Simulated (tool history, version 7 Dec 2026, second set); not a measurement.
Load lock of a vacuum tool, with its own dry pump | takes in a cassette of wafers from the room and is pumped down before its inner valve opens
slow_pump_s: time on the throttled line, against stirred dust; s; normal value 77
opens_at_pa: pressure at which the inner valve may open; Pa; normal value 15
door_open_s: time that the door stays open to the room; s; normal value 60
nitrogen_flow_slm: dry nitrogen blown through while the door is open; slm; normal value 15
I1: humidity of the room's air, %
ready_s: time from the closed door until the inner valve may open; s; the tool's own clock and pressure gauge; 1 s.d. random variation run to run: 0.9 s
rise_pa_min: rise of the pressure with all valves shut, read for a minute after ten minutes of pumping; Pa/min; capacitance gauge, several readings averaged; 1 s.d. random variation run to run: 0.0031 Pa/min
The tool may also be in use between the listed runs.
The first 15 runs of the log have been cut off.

{"run": 16, "hour": 932.8, "slow_pump_s": 144, "opens_at_pa": 29, "door_open_s": 60, "nitrogen_flow_slm": 15, "I1": 44.1, "ready_s": 184.5, "rise_pa_min": 0.193}
{"run": 17, "hour": 985.7, "slow_pump_s": 77, "opens_at_pa": 15, "door_open_s": 60, "nitrogen_flow_slm": 15, "I1": 42.5, "ready_s": 143.3, "rise_pa_min": 0.189}
{"run": 18, "hour": 1060.3, "slow_pump_s": 77, "opens_at_pa": 15, "door_open_s": 60, "nitrogen_flow_slm": 15, "I1": 43.8, "ready_s": 140.7, "rise_pa_min": 0.193}
{"run": 19, "hour": 1103.5, "slow_pump_s": 77, "opens_at_pa": 15, "door_open_s": 60, "nitrogen_flow_slm": 15, "I1": 43.9, "ready_s": 141.7, "rise_pa_min": 0.197}
{"run": 20, "hour": 1156.2, "slow_pump_s": 77, "opens_at_pa": 15, "door_open_s": 60, "nitrogen_flow_slm": 15, "I1": 41.7, "ready_s": 142.9, "rise_pa_min": 0.191}
{"run": 21, "hour": 1221.3, "slow_pump_s": 61, "opens_at_pa": 19, "door_open_s": 68, "nitrogen_flow_slm": 40, "I1": 42.2, "ready_s": 127.2, "rise_pa_min": 0.177}
{"run": 22, "hour": 1311.0, "slow_pump_s": 39, "opens_at_pa": 15, "door_open_s": 25, "nitrogen_flow_slm": 15, "I1": 44.2, "ready_s": 114.7, "rise_pa_min": 0.182}
{"run": 23, "hour": 1376.4, "slow_pump_s": 93, "opens_at_pa": 28, "door_open_s": 26, "nitrogen_flow_slm": 29, "I1": 48.1, "ready_s": 147.1, "rise_pa_min": 0.175}
{"run": 24, "hour": 1420.8, "slow_pump_s": 77, "opens_at_pa": 28, "door_open_s": 98, "nitrogen_flow_slm": 10, "I1": 44.1, "ready_s": 135.8, "rise_pa_min": 0.229}
{"run": 25, "hour": 1473.8, "slow_pump_s": 77, "opens_at_pa": 28, "door_open_s": 71, "nitrogen_flow_slm": 4, "I1": 44.8, "ready_s": 136.3, "rise_pa_min": 0.228}
{"run": 26, "hour": 1542.2, "slow_pump_s": 43, "opens_at_pa": 26, "door_open_s": 47, "nitrogen_flow_slm": 15, "I1": 45.4, "ready_s": 112.2, "rise_pa_min": 0.198}
{"run": 27, "hour": 1621.8, "slow_pump_s": 77, "opens_at_pa": 29, "door_open_s": 60, "nitrogen_flow_slm": 15, "I1": 46.1, "ready_s": 136.4, "rise_pa_min": 0.213}
{"run": 28, "hour": 1701.3, "slow_pump_s": 56, "opens_at_pa": 12, "door_open_s": 93, "nitrogen_flow_slm": 7, "I1": 47.4, "ready_s": 128.6, "rise_pa_min": 0.242}
{"run": 29, "hour": 1760.6, "slow_pump_s": 56, "opens_at_pa": 12, "door_open_s": 93, "nitrogen_flow_slm": 7, "I1": 45.2, "ready_s": 128.6, "rise_pa_min": 0.24}
{"run": 30, "hour": 1832.4, "slow_pump_s": 56, "opens_at_pa": 12, "door_open_s": 93, "nitrogen_flow_slm": 7, "I1": 49, "ready_s": 128.2, "rise_pa_min": 0.253}
{"run": 31, "hour": 1902.7, "slow_pump_s": 149, "opens_at_pa": 11, "door_open_s": 38, "nitrogen_flow_slm": 15, "I1": 45.5, "ready_s": 198.2, "rise_pa_min": 0.208}
{"run": 32, "hour": 1969.4, "slow_pump_s": 149, "opens_at_pa": 11, "door_open_s": 38, "nitrogen_flow_slm": 15, "I1": 40.4, "ready_s": 202.2, "rise_pa_min": 0.204}
{"run": 33, "hour": 2008.7, "slow_pump_s": 149, "opens_at_pa": 11, "door_open_s": 38, "nitrogen_flow_slm": 15, "I1": 45.1, "ready_s": 196.7, "rise_pa_min": 0.211}
{"run": 34, "hour": 2056.0, "slow_pump_s": 149, "opens_at_pa": 11, "door_open_s": 38, "nitrogen_flow_slm": 15, "I1": 45.8, "ready_s": 200.5, "rise_pa_min": 0.216}
{"run": 35, "hour": 2135.0, "slow_pump_s": 58, "opens_at_pa": 10, "door_open_s": 25, "nitrogen_flow_slm": 9, "I1": 46.3, "ready_s": 132.8, "rise_pa_min": 0.22}
{"run": 36, "hour": 2195.4, "slow_pump_s": 58, "opens_at_pa": 10, "door_open_s": 25, "nitrogen_flow_slm": 9, "I1": 43.2, "ready_s": 134.7, "rise_pa_min": 0.215}
{"run": 37, "hour": 2264.1, "slow_pump_s": 58, "opens_at_pa": 10, "door_open_s": 25, "nitrogen_flow_slm": 9, "I1": 46, "ready_s": 133.3, "rise_pa_min": 0.213}
{"run": 38, "hour": 2330.6, "slow_pump_s": 77, "opens_at_pa": 23, "door_open_s": 60, "nitrogen_flow_slm": 37, "I1": 48.6, "ready_s": 139.1, "rise_pa_min": 0.218}

Each row is a separate what-if for the run after 38, all from the same tool condition, not one after another. Results?
{"run": "A", "hour": 2383.3, "slow_pump_s": 43, "opens_at_pa": 12, "door_open_s": 60, "nitrogen_flow_slm": 15, "I1": 46.9, "ready_s": "?", "rise_pa_min": "?"}
{"run": "B", "hour": 2383.3, "slow_pump_s": 77, "opens_at_pa": 22, "door_open_s": 29, "nitrogen_flow_slm": 34, "I1": 47.4, "ready_s": "?", "rise_pa_min": "?"}
{"run": "C", "hour": 2383.3, "slow_pump_s": 64, "opens_at_pa": 23, "door_open_s": 60, "nitrogen_flow_slm": 13, "I1": 45.8, "ready_s": "?", "rise_pa_min": "?"}

run=A ready_s=120.1 rise_pa_min=0.236
run=B ready_s=139.3 rise_pa_min=0.21
run=C ready_s=128.9 rise_pa_min=0.232
Without the tool's unlogged condition, the same runs would have read:
run=A ready_s=118.2 rise_pa_min=0.057
run=B ready_s=137.8 rise_pa_min=0.032
run=C ready_s=127.2 rise_pa_min=0.055
